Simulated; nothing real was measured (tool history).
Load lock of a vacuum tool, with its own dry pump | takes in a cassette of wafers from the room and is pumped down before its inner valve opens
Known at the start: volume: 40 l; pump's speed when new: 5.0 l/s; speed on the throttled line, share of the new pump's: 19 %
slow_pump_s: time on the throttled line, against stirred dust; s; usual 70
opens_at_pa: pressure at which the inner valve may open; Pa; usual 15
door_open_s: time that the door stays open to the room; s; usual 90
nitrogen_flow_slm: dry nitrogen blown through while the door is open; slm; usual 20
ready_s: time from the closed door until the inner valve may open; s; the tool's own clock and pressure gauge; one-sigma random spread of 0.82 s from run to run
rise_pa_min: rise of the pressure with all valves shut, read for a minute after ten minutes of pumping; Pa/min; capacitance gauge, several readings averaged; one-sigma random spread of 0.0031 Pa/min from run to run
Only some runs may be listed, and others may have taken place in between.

| run | hour | slow_pump_s | opens_at_pa | door_open_s | nitrogen_flow_slm | incoming humidity of the room's air, % | ready_s | rise_pa_min |
|---|---|---|---|---|---|---|---|---|
| 1 | 0.0 | 70 | 15 | 90 | 20 | 42.7 | 129.2 | 0.085 |
| 2 | 38.2 | 70 | 15 | 76 | 20 | 43.4 | 127.5 | 0.075 |
| 3 | 94.8 | 70 | 15 | 76 | 20 | 45.5 | 128.6 | 0.079 |
| 4 | 138.7 | 70 | 15 | 90 | 15 | 43.6 | 128.6 | 0.084 |
| 5 | 218.0 | 70 | 15 | 90 | 15 | 46.1 | 126.8 | 0.087 |
| 6 | 257.8 | 70 | 30 | 90 | 20 | 48.6 | 123.1 | 0.086 |
| 7 | 340.6 | 70 | 30 | 90 | 20 | 44.3 | 121.4 | 0.085 |
| 8 | 389.6 | 54 | 15 | 52 | 20 | 44.3 | 115.2 | 0.069 |

Forecast run 9:
| 9 | 440.6 | 87 | 15 | 59 | 26 | 43.8 | ? | ? |

{"run 9": {"ready_s": 139.6, "rise_pa_min": 0.07}}
Minus the tool's unlogged condition, the same run would have read ready_s 138.9 s, rise_pa_min 0.043 Pa/min.
